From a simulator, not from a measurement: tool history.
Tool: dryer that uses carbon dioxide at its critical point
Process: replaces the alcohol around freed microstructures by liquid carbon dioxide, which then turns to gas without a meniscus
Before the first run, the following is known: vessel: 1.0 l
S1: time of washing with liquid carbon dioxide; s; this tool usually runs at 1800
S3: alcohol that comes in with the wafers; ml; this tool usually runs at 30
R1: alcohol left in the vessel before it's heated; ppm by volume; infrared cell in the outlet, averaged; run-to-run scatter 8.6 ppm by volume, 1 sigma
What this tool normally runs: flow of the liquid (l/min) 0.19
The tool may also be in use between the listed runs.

Run 1, day 0: usual settings. Result: R1 678 ppm by volume.
Run 2, day 1.288: usual settings but S1 1560 s. Result: R1 1159 ppm by volume.
At day 1.538: inlet filter changed.
Run 3, day 3.646: usual settings but S1 1560 s. Result: R1 886 ppm by volume.
Run 4, day 5.221: usual settings but S1 1560 s. Result: R1 939 ppm by volume.
Run 5, day 6.888: usual settings but S1 1560 s. Result: R1 985 ppm by volume.
Run 6, day 8.533: usual settings. Result: R1 623 ppm by volume.
Run 7, day 9.588: usual settings but flow of the liquid (l/min) 0.146. Result: R1 1539 ppm by volume.
Run 8, day 10.708: usual settings but flow of the liquid (l/min) 0.146. Result: R1 1543 ppm by volume.
Run 9, day 12.096: usual settings but flow of the liquid (l/min) 0.146. Result: R1 1617 ppm by volume.
Run 10, day 13.308: usual settings but flow of the liquid (l/min) 0.291, S3 82 ml. Result: R1 276 ppm by volume.
Run 11, day 14.317: usual settings but S1 1380 s, S3 92 ml. Result: R1 4863 ppm by volume.
At day 15.888: inlet filter changed.
Run 12, day 16.05: usual settings but S1 1380 s, S3 92 ml. Result: R1 3896 ppm by volume.
Run 13, day 18.2: usual settings but S1 1380 s, S3 92 ml. Result: R1 4103 ppm by volume.
Run 14, day 19.488: usual settings but S1 1380 s, S3 92 ml. Result: R1 4164 ppm by volume.
Run 15, day 21.388: usual settings but S1 1380 s, flow of the liquid (l/min) 0.269, S3 93 ml. Result: R1 1266 ppm by volume.

Each run again, without the hidden state but with its own random variation kept:
Hidden state present: flow that reaches the vessel past the clogged filter, %; alcohol in the recycled carbon dioxide, ppm; drift of the gauge itself on alcohol_ppm, %.
run    R1
  1   457
  2   808
  3   803
  4   817
  5   823
  6   469
  7  1257
  8  1233
  9  1254
 10   129
 11  3713
 12  3722
 13  3751
 14  3709
 15   972

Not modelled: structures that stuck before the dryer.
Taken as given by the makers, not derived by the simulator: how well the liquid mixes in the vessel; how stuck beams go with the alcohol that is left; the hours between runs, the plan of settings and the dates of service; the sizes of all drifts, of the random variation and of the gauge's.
